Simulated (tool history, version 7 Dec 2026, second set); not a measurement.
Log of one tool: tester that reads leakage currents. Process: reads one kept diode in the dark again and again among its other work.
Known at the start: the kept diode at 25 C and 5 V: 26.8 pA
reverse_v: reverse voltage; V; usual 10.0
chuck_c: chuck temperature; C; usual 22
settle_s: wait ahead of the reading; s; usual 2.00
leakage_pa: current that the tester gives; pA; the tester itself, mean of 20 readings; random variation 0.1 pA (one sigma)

{"run": 1, "hour": 0.0, "reverse_v": 10.0, "chuck_c": 22, "settle_s": 2.0, "leakage_pa": 43.48}
{"run": 2, "hour": 35.8, "reverse_v": 10.0, "chuck_c": 22, "settle_s": 2.0, "leakage_pa": 43.45}
{"run": 3, "hour": 108.2, "reverse_v": 10.0, "chuck_c": 22, "settle_s": 2.0, "leakage_pa": 43.38}
{"run": 4, "hour": 147.2, "reverse_v": 10.0, "chuck_c": 22, "settle_s": 2.0, "leakage_pa": 43.85}
{"run": 5, "hour": 204.3, "reverse_v": 1.0, "chuck_c": 22, "settle_s": 2.0, "leakage_pa": 10.82}
{"run": 6, "hour": 273.0, "reverse_v": 10.0, "chuck_c": 57, "settle_s": 2.0, "leakage_pa": 491.49}
{"run": 7, "hour": 332.4, "reverse_v": 10.0, "chuck_c": 57, "settle_s": 2.0, "leakage_pa": 491.53}
{"run": 8, "hour": 404.7, "reverse_v": 10.0, "chuck_c": 57, "settle_s": 2.0, "leakage_pa": 488.73}
{"run": 9, "hour": 475.4, "reverse_v": 10.0, "chuck_c": 25, "settle_s": 2.0, "leakage_pa": 52.14}
{"run": 10, "hour": 509.3, "reverse_v": 6.9, "chuck_c": 22, "settle_s": 2.0, "leakage_pa": 34.63}
{"run": 11, "hour": 541.4, "reverse_v": 10.0, "chuck_c": 22, "settle_s": 0.46, "leakage_pa": 51.03}
{"run": 12, "hour": 572.6, "reverse_v": 10.0, "chuck_c": 22, "settle_s": 0.46, "leakage_pa": 50.78}
{"run": 13, "hour": 619.1, "reverse_v": 10.0, "chuck_c": 22, "settle_s": 0.46, "leakage_pa": 51.12}
{"run": 14, "hour": 658.3, "reverse_v": 10.0, "chuck_c": 22, "settle_s": 2.0, "leakage_pa": 44.93}
{"run": 15, "hour": 698.3, "reverse_v": 10.0, "chuck_c": 22, "settle_s": 2.0, "leakage_pa": 44.76}
{"run": 16, "hour": 739.1, "reverse_v": 10.0, "chuck_c": 22, "settle_s": 2.0, "leakage_pa": 45.11}
{"run": 17, "hour": 806.4, "reverse_v": 10.0, "chuck_c": 22, "settle_s": 2.0, "leakage_pa": 45.15}
{"run": 18, "hour": 852.0, "reverse_v": 10.0, "chuck_c": 22, "settle_s": 2.0, "leakage_pa": 48.74}
{"run": 19, "hour": 901.3, "reverse_v": 10.0, "chuck_c": 22, "settle_s": 2.0, "leakage_pa": 53.21}
{"run": 20, "hour": 953.2, "reverse_v": 3.7, "chuck_c": 31, "settle_s": 2.67, "leakage_pa": 49.81}
{"run": 21, "hour": 1022.2, "reverse_v": 2.8, "chuck_c": 22, "settle_s": 2.0, "leakage_pa": 23.0}
{"run": 22, "hour": 1086.9, "reverse_v": 1.2, "chuck_c": 22, "settle_s": 2.0, "leakage_pa": 13.86}
{"run": 23, "hour": 1121.8, "reverse_v": 4.9, "chuck_c": 27, "settle_s": 2.98, "leakage_pa": 44.54}
{"run": 24, "hour": 1179.0, "reverse_v": 4.9, "chuck_c": 27, "settle_s": 2.98, "leakage_pa": 44.54}
{"run": 25, "hour": 1218.3, "reverse_v": 4.9, "chuck_c": 46, "settle_s": 0.76, "leakage_pa": 162.1}
{"run": 26, "hour": 1293.9, "reverse_v": 2.7, "chuck_c": 35, "settle_s": 0.76, "leakage_pa": 50.76}
{"run": 27, "hour": 1355.9, "reverse_v": 10.0, "chuck_c": 23, "settle_s": 8.26, "leakage_pa": 30.96}
{"run": 28, "hour": 1426.2, "reverse_v": 10.0, "chuck_c": 54, "settle_s": 1.88, "leakage_pa": 407.67}
{"run": 29, "hour": 1469.8, "reverse_v": 10.0, "chuck_c": 20, "settle_s": 2.53, "leakage_pa": 25.0}
{"run": 30, "hour": 1522.3, "reverse_v": 4.6, "chuck_c": 21, "settle_s": 0.54, "leakage_pa": 21.24}
{"run": 31, "hour": 1555.4, "reverse_v": 5.4, "chuck_c": 55, "settle_s": 0.6, "leakage_pa": 335.61}

Not shown: 3 entries that the log had between the listed runs. Between which runs, and how does the tool's hidden state differ before and after?
Between runs 17 and 18: chuck's temperature calibrated (hour 814.7)
  stray current of the dirty probe card, pA a volt: 1.907 -> 1.92; current scale over the true one, %: -0.47 -> -0.48; true chuck temperature over the reading, C: -1.29 -> 0.1
  measured less the result without the state, leakage_pa: +15.48 -> +19.05 pA
Between runs 18 and 19: probe card cleaned and baked (hour 859.5)
  stray current of the dirty probe card, pA a volt: 1.92 -> 2.419; current scale over the true one, %: -0.48 -> -0.49; true chuck temperature over the reading, C: 0.1 -> 0.09
  measured less the result without the state, leakage_pa: +19.05 -> +23.79 pA
Between runs 24 and 25: probe card cleaned and baked, once more (hour 1193.7)
  stray current of the dirty probe card, pA a volt: 2.508 -> 0.028; current scale over the true one, %: -0.53 -> -0.54; true chuck temperature over the reading, C: -0.01 -> -0.02
  measured less the result without the state, leakage_pa: +11.93 -> -1.09 pA

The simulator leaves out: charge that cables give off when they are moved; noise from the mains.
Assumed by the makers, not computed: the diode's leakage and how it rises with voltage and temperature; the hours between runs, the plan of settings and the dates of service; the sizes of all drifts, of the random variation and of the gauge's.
